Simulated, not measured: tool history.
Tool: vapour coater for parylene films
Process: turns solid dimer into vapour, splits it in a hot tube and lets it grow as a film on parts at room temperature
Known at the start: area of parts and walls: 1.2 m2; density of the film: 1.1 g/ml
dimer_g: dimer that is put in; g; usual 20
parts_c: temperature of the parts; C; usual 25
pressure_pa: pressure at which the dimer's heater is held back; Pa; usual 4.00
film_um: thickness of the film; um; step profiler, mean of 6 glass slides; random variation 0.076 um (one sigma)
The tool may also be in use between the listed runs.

Run 1, day 0.000: usual settings. Result: film_um 11.28 um.
Run 2, day 1.838: usual settings. Result: film_um 11.22 um.
Run 3, day 4.208: usual settings. Result: film_um 11.18 um.
Run 4, day 5.717: usual settings but dimer_g 9 g. Result: film_um 5.06 um.
Run 5, day 6.925: usual settings but dimer_g 35 g. Result: film_um 19.59 um.
Run 6, day 9.538: usual settings but pressure_pa 2.09 Pa. Result: film_um 13.03 um.
At day 11.325: trap's valve overhauled.
Run 7, day 12.004: usual settings but pressure_pa 2.09 Pa. Result: film_um 13.05 um.
Run 8, day 14.938: usual settings but pressure_pa 2.09 Pa. Result: film_um 13.12 um.
Run 9, day 17.212: usual settings but pressure_pa 2.09 Pa. Result: film_um 13.21 um.
Run 10, day 19.412: usual settings but pressure_pa 2.09 Pa. Result: film_um 13.05 um.
Run 11, day 22.338: usual settings but pressure_pa 2.09 Pa. Result: film_um 13.13 um.
Run 12, day 25.246: usual settings but parts_c 33 C. Result: film_um 8.56 um.
Run 13, day 27.250: usual settings but parts_c 33 C. Result: film_um 8.59 um.
Run 14, day 28.796: usual settings but parts_c 33 C. Result: film_um 8.50 um.
Run 15, day 30.267: usual settings. Result: film_um 11.23 um.
Run 16, day 32.238: usual settings but dimer_g 12 g. Result: film_um 6.67 um.
Run 17, day 33.950: usual settings. Result: film_um 11.19 um.
Run 18, day 36.146: usual settings. Result: film_um 11.06 um.
Run 19, day 38.208: usual settings. Result: film_um 11.16 um.
Run 20, day 40.754: usual settings but parts_c 17 C. Result: film_um 14.57 um.
Run 21, day 42.479: usual settings. Result: film_um 11.05 um.
Run 22, day 44.333: usual settings. Result: film_um 11.15 um.
Run 23, day 46.762: usual settings. Result: film_um 11.17 um.
Run 24, day 49.296: usual settings but pressure_pa 2.04 Pa. Result: film_um 13.10 um.
At day 51.583: trap's valve overhauled.
Run 25, day 52.112: usual settings but pressure_pa 2.04 Pa. Result: film_um 13.18 um.
Run 26, day 53.567: usual settings but pressure_pa 2.04 Pa. Result: film_um 13.28 um.
Run 27, day 56.058: usual settings but parts_c 18 C, pressure_pa 9.27 Pa. Result: film_um 11.42 um.
Run 28, day 58.550: usual settings but dimer_g 35 g, pressure_pa 4.05 Pa. Result: film_um 19.65 um.
Run 29, day 60.888: usual settings but dimer_g 35 g, parts_c 29 C, pressure_pa 4.05 Pa. Result: film_um 17.20 um.
Run 30, day 63.683: usual settings but dimer_g 30 g, parts_c 30 C, pressure_pa 4.05 Pa. Result: film_um 14.19 um.
Run 31, day 65.433: usual settings but dimer_g 30 g, parts_c 30 C, pressure_pa 4.05 Pa. Result: film_um 14.01 um.
Run 32, day 68.188: usual settings but parts_c 31 C. Result: film_um 9.13 um.
Run 33, day 70.204: usual settings but parts_c 31 C. Result: film_um 9.10 um.
Run 34, day 72.917: usual settings but dimer_g 31 g, parts_c 36 C. Result: film_um 11.99 um.
Run 35, day 74.717: usual settings but dimer_g 31 g, parts_c 36 C. Result: film_um 11.92 um.
Run 36, day 77.038: usual settings but dimer_g 9 g, parts_c 33 C. Result: film_um 3.84 um.
Run 37, day 79.225: usual settings but dimer_g 9 g, parts_c 33 C. Result: film_um 3.84 um.
Run 38, day 81.188: usual settings but dimer_g 8 g, parts_c 22 C, pressure_pa 11.91 Pa. Result: film_um 3.75 um.
Run 39, day 82.871: usual settings but dimer_g 18 g, parts_c 20 C, pressure_pa 2.11 Pa. Result: film_um 13.39 um.
Run 40, day 85.704: usual settings but dimer_g 13 g, parts_c 19 C, pressure_pa 5.85 Pa. Result: film_um 8.08 um.
Run 41, day 87.008: usual settings but pressure_pa 2.33 Pa. Result: film_um 12.80 um.
Run 42, day 89.458: usual settings but parts_c 35 C, pressure_pa 2.33 Pa. Result: film_um 9.09 um.
At day 91.846: trap's valve overhauled.
Run 43, day 91.846: usual settings but parts_c 35 C, pressure_pa 2.33 Pa. Result: film_um 9.16 um.
Run 44, day 94.462: usual settings but dimer_g 23 g, parts_c 19 C, pressure_pa 7.36 Pa. Result: film_um 13.47 um.
Run 45, day 96.967: usual settings but dimer_g 12 g, parts_c 22 C, pressure_pa 5.06 Pa. Result: film_um 6.86 um.
Run 46, day 99.525: usual settings but dimer_g 12 g, parts_c 30 C, pressure_pa 5.06 Pa. Result: film_um 5.36 um.

Measured less the same run without the tool's hidden state. The same run-to-run variation is in both; the gauge's scatter may not be:
The hidden state here: vapour lost through the trap's worn valve, %; true temperature of the parts over the reading, C; drift of the gauge itself on film_um, %.
run  film_um
  1    -0.03
  2    -0.04
  3    -0.03
  4    -0.02
  5    -0.08
  6    -0.05
  7    +0.00
  8    -0.01
  9    -0.01
 10    -0.01
 11    -0.02
 12    -0.02
 13    -0.02
 14    -0.02
 15    -0.02
 16    -0.01
 17    -0.03
 18    -0.04
 19    -0.04
 20    -0.05
 21    -0.04
 22    -0.04
 23    -0.04
 24    -0.06
 25    -0.01
 26    +0.00
 27    -0.01
 28    -0.02
 29    -0.02
 30    -0.02
 31    -0.03
 32    -0.02
 33    -0.02
 34    -0.03
 35    -0.04
 36    -0.01
 37    -0.01
 38    -0.01
 39    -0.04
 40    -0.03
 41    -0.06
 42    -0.04
 43    -0.01
 44    -0.01
 45    -0.01
 46    -0.01
